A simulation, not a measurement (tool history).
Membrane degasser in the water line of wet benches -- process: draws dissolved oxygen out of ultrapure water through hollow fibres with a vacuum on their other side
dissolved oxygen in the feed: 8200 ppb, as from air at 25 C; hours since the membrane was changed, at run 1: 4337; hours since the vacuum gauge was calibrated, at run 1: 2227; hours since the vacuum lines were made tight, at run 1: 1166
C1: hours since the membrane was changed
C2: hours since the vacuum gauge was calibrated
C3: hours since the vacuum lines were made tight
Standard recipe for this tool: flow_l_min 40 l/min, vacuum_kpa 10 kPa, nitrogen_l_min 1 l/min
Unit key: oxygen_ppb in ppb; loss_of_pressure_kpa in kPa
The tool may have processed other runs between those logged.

Run 1, hour 0: usual settings; C1 4337; C2 2227; C3 1166. Result: oxygen_ppb 589.6 ppb, loss_of_pressure_kpa 55.69 kPa.
Run 2, hour 112.2: usual settings; C1 4449; C2 2340; C3 1278. Result: oxygen_ppb 598.3 ppb, loss_of_pressure_kpa 55.08 kPa.
Run 3, hour 176.1: usual settings; C1 4513; C2 2404; C3 1342. Result: oxygen_ppb 590.9 ppb, loss_of_pressure_kpa 55.46 kPa.
Run 4, hour 266.5: usual settings but vacuum_kpa 7.2 kPa; C1 4603; C2 2494; C3 1433. Result: oxygen_ppb 385.7 ppb, loss_of_pressure_kpa 55.41 kPa.
Run 5, hour 388.9: usual settings but flow_l_min 29 l/min; C1 4726; C2 2616; C3 1555. Result: oxygen_ppb 438.2 ppb, loss_of_pressure_kpa 40.05 kPa.
Run 6, hour 448.7: usual settings but flow_l_min 46 l/min; C1 4786; C2 2676; C3 1615. Result: oxygen_ppb 676.2 ppb, loss_of_pressure_kpa 63.61 kPa.
Run 7, hour 572.3: usual settings but flow_l_min 46 l/min; C1 4909; C2 2800; C3 1739. Result: oxygen_ppb 682.2 ppb, loss_of_pressure_kpa 64.19 kPa.
Run 8, hour 624: usual settings but flow_l_min 46 l/min; C1 4961; C2 2851; C3 1790. Result: oxygen_ppb 675.4 ppb, loss_of_pressure_kpa 64.08 kPa.
Run 9, hour 718.1: usual settings but flow_l_min 46 l/min; C1 5055; C2 2946; C3 1884. Result: oxygen_ppb 683 ppb, loss_of_pressure_kpa 63.62 kPa.
Run 10, hour 790.7: usual settings but flow_l_min 46 l/min; C1 5128; C2 3018; C3 1957. Result: oxygen_ppb 681.6 ppb, loss_of_pressure_kpa 63.98 kPa.
Run 11, hour 915.6: usual settings but flow_l_min 51 l/min; C1 5253; C2 3143; C3 2082. Result: oxygen_ppb 752.6 ppb, loss_of_pressure_kpa 70.55 kPa.
Run 12, hour 1041.3: usual settings but flow_l_min 51 l/min; C1 5378; C2 3269; C3 2207. Result: oxygen_ppb 744.5 ppb, loss_of_pressure_kpa 70.81 kPa.
Run 13, hour 1140.9: usual settings but vacuum_kpa 14 kPa; C1 5478; C2 3368; C3 2307. Result: oxygen_ppb 863.8 ppb, loss_of_pressure_kpa 55.57 kPa.
Run 14, hour 1201.5: usual settings; C1 5538; C2 3429; C3 2368. Result: oxygen_ppb 595.7 ppb, loss_of_pressure_kpa 55.58 kPa.
Run 15, hour 1259.3: usual settings but flow_l_min 26 l/min; C1 5596; C2 3487; C3 2426. Result: oxygen_ppb 393.6 ppb, loss_of_pressure_kpa 35.98 kPa.
Run 16, hour 1362.8: usual settings but flow_l_min 26 l/min, nitrogen_l_min 1.61 l/min; C1 5700; C2 3590; C3 2529. Result: oxygen_ppb 270.8 ppb, loss_of_pressure_kpa 36.22 kPa.
Run 17, hour 1415.7: usual settings but flow_l_min 26 l/min, nitrogen_l_min 1.61 l/min; C1 5753; C2 3643; C3 2582. Result: oxygen_ppb 270.6 ppb, loss_of_pressure_kpa 35.99 kPa.
Run 18, hour 1520.1: usual settings but flow_l_min 32 l/min, vacuum_kpa 16.6 kPa; C1 5857; C2 3748; C3 2686. Result: oxygen_ppb 858.4 ppb, loss_of_pressure_kpa 44.29 kPa.
Run 19, hour 1615.8: usual settings but flow_l_min 51 l/min, vacuum_kpa 13.4 kPa, nitrogen_l_min 1.89 l/min; C1 5953; C2 3843; C3 2782. Result: oxygen_ppb 691.6 ppb, loss_of_pressure_kpa 71.07 kPa.
Run 20, hour 1703.5: usual settings but flow_l_min 48 l/min, vacuum_kpa 17.8 kPa, nitrogen_l_min 2.76 l/min; C1 6040; C2 3931; C3 2870. Result: oxygen_ppb 654.4 ppb, loss_of_pressure_kpa 66.66 kPa.
Run 21, hour 1760: usual settings but flow_l_min 48 l/min, vacuum_kpa 20 kPa, nitrogen_l_min 2.76 l/min; C1 6097; C2 3987; C3 2926. Result: oxygen_ppb 730.4 ppb, loss_of_pressure_kpa 66.58 kPa.
Run 22, hour 1887.4: usual settings but flow_l_min 27 l/min, vacuum_kpa 6.8 kPa, nitrogen_l_min 1.74 l/min; C1 6224; C2 4115; C3 3054. Result: oxygen_ppb 156.2 ppb, loss_of_pressure_kpa 37.77 kPa.
Run 23, hour 1988.8: usual settings but flow_l_min 27 l/min, vacuum_kpa 19.8 kPa, nitrogen_l_min 1.06 l/min; C1 6326; C2 4216; C3 3155. Result: oxygen_ppb 866.5 ppb, loss_of_pressure_kpa 37.67 kPa.
Run 24, hour 2093.5: usual settings but flow_l_min 36 l/min, vacuum_kpa 19.8 kPa, nitrogen_l_min 0.81 l/min; C1 6430; C2 4321; C3 3260. Result: oxygen_ppb 1322.8 ppb, loss_of_pressure_kpa 50.09 kPa.
Run 25, hour 2156.8: usual settings but flow_l_min 34 l/min, vacuum_kpa 9.2 kPa; C1 6494; C2 4384; C3 3323. Result: oxygen_ppb 466.1 ppb, loss_of_pressure_kpa 47.07 kPa.
Run 26, hour 2219.4: usual settings but nitrogen_l_min 2.08 l/min; C1 6556; C2 4447; C3 3386. Result: oxygen_ppb 365 ppb, loss_of_pressure_kpa 55.91 kPa.
Run 27, hour 2310.7: usual settings but flow_l_min 27 l/min, vacuum_kpa 7 kPa, nitrogen_l_min 2.99 l/min; C1 6648; C2 4538; C3 3477. Result: oxygen_ppb 110.9 ppb, loss_of_pressure_kpa 37.76 kPa.
Run 28, hour 2433.5: usual settings but flow_l_min 57 l/min, vacuum_kpa 21.9 kPa, nitrogen_l_min 0.44 l/min; C1 6770; C2 4661; C3 3600. Result: oxygen_ppb 2735.2 ppb, loss_of_pressure_kpa 79.48 kPa.
Run 29, hour 2499.5: usual settings but vacuum_kpa 6.1 kPa, nitrogen_l_min 0.92 l/min; C1 6836; C2 4727; C3 3666. Result: oxygen_ppb 332.1 ppb, loss_of_pressure_kpa 55.75 kPa.
Run 30, hour 2626.8: usual settings but flow_l_min 45 l/min, vacuum_kpa 10.7 kPa, nitrogen_l_min 0.78 l/min; C1 6964; C2 4854; C3 3793. Result: oxygen_ppb 845.8 ppb, loss_of_pressure_kpa 62.91 kPa.
Run 31, hour 2701.8: usual settings but flow_l_min 37 l/min, vacuum_kpa 12.7 kPa, nitrogen_l_min 2.38 l/min; C1 7039; C2 4929; C3 3868. Result: oxygen_ppb 392.9 ppb, loss_of_pressure_kpa 51.75 kPa.

Below are 3 alternative next runs, each starting from the tool's condition after run 31. Predict each:
Run A, hour 2770.1: usual settings but flow_l_min 37 l/min, vacuum_kpa 21.2 kPa, nitrogen_l_min 2.38 l/min; C1 7107; C2 4998; C3 3936. Result: oxygen_ppb ?, loss_of_pressure_kpa ?.
Run B, hour 2770.1: usual settings but flow_l_min 33 l/min, vacuum_kpa 12.7 kPa, nitrogen_l_min 1.21 l/min; C1 7107; C2 4998; C3 3936. Result: oxygen_ppb ?, loss_of_pressure_kpa ?.
Run C, hour 2770.1: usual settings but flow_l_min 46 l/min, vacuum_kpa 12.7 kPa, nitrogen_l_min 2.38 l/min; C1 7107; C2 4998; C3 3936. Result: oxygen_ppb ?, loss_of_pressure_kpa ?.

run  oxygen_ppb  loss_of_pressure_kpa
  A       666.3                 51.58
  B       571.8                 45.73
  C       503.3                 64.39
Had the tool no hidden state, the same runs would have come out as:
run  oxygen_ppb  loss_of_pressure_kpa
  A       651.4                 50.14
  B       556.8                 44.44
  C       484.3                 62.59
